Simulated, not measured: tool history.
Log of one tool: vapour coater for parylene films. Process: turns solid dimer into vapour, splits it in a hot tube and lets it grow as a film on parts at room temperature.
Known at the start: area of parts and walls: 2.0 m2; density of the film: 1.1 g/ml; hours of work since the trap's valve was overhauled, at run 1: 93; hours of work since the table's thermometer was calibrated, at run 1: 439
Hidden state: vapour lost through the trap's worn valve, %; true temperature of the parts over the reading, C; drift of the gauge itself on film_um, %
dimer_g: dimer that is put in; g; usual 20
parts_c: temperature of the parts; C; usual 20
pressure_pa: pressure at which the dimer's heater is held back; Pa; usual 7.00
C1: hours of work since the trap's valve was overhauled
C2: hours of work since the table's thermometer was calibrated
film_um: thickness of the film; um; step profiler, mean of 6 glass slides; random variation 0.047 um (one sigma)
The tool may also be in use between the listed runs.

Run 1, hour 0.0: usual settings; C1 93; C2 439. Result: film_um 5.28 um.
Run 2, hour 18.8: usual settings but parts_c 19 C; C1 107; C2 453. Result: film_um 5.45 um.
Run 3, hour 30.8: usual settings but parts_c 19 C; C1 116; C2 462. Result: film_um 5.51 um.
Run 4, hour 46.2: usual settings but parts_c 19 C; C1 128; C2 474. Result: film_um 5.55 um.
Run 5, hour 64.1: usual settings but parts_c 19 C; C1 142; C2 487. Result: film_um 5.53 um.
Run 6, hour 86.2: usual settings; C1 159; C2 504. Result: film_um 5.26 um.
Run 7, hour 106.1: usual settings; C1 174; C2 519. Result: film_um 5.17 um.
Run 8, hour 126.5: usual settings; C1 189; C2 535. Result: film_um 5.22 um.
Run 9, hour 139.7: usual settings; C1 199; C2 545. Result: film_um 5.24 um.
Run 10, hour 154.7: usual settings; C1 211; C2 557. Result: film_um 5.27 um.
At hour 160.2: trap's valve overhauled.
Run 11, hour 181.3: usual settings; C1 16; C2 574. Result: film_um 5.27 um.
Run 12, hour 198.7: usual settings; C1 29; C2 587. Result: film_um 5.22 um.
Run 13, hour 209.6: usual settings; C1 38; C2 595. Result: film_um 5.19 um.
Run 14, hour 219.5: usual settings; C1 45; C2 603. Result: film_um 5.16 um.
Run 15, hour 232.0: usual settings; C1 55; C2 612. Result: film_um 5.33 um.
Run 16, hour 247.4: usual settings but pressure_pa 7.59 Pa; C1 67; C2 624. Result: film_um 5.22 um.
Run 17, hour 258.5: usual settings but dimer_g 12 g, parts_c 14 C, pressure_pa 2.42 Pa; C1 75; C2 633. Result: film_um 5.17 um.
Run 18, hour 268.1: usual settings but dimer_g 12 g, parts_c 14 C, pressure_pa 2.42 Pa; C1 82; C2 640. Result: film_um 5.11 um.
Run 19, hour 279.9: usual settings but dimer_g 12 g, parts_c 14 C, pressure_pa 2.42 Pa; C1 91; C2 649. Result: film_um 5.20 um.
Run 20, hour 296.2: usual settings but dimer_g 12 g, parts_c 14 C, pressure_pa 2.42 Pa; C1 104; C2 661. Result: film_um 5.08 um.
Run 21, hour 311.2: usual settings but dimer_g 26 g, parts_c 25 C; C1 115; C2 673. Result: film_um 5.59 um.
Run 22, hour 325.5: usual settings but dimer_g 11 g, parts_c 16 C, pressure_pa 4.97 Pa; C1 126; C2 684. Result: film_um 3.68 um.
Run 23, hour 345.2: usual settings but dimer_g 19 g, parts_c 29 C, pressure_pa 4.97 Pa; C1 141; C2 699. Result: film_um 3.85 um.
Run 24, hour 356.7: usual settings but dimer_g 23 g, parts_c 17 C, pressure_pa 8.24 Pa; C1 150; C2 708. Result: film_um 6.49 um.
Run 25, hour 372.4: usual settings but dimer_g 23 g, parts_c 17 C, pressure_pa 8.24 Pa; C1 162; C2 720. Result: film_um 6.56 um.
Run 26, hour 391.0: usual settings but pressure_pa 4.74 Pa; C1 176; C2 734. Result: film_um 5.72 um.
Run 27, hour 406.4: usual settings but dimer_g 16 g; C1 188; C2 745. Result: film_um 4.20 um.
Run 28, hour 422.2: usual settings but dimer_g 18 g, parts_c 26 C; C1 200; C2 757. Result: film_um 3.78 um.
At hour 442.3: trap's valve overhauled.
Run 29, hour 445.0: usual settings but dimer_g 29 g, parts_c 18 C; C1 2; C2 772. Result: film_um 8.29 um.

Forecast each of these 4 alternatives for the next run:
Run A, hour 465.3: usual settings but dimer_g 31 g, parts_c 14 C, pressure_pa 3.00 Pa; C1 18; C2 787. Result: film_um ?.
Run B, hour 465.3: usual settings but dimer_g 15 g; C1 18; C2 787. Result: film_um ?.
Run C, hour 465.3: usual settings but dimer_g 29 g, parts_c 21 C, pressure_pa 5.12 Pa; C1 18; C2 787. Result: film_um ?.
Run D, hour 465.3: usual settings but dimer_g 11 g; C1 18; C2 787. Result: film_um ?.

run  film_um
  A    12.66
  B     3.97
  C     7.86
  D     2.91
Without the tool's hidden state the same runs would have given:
run  film_um
  A    12.70
  B     3.99
  C     7.88
  D     2.91

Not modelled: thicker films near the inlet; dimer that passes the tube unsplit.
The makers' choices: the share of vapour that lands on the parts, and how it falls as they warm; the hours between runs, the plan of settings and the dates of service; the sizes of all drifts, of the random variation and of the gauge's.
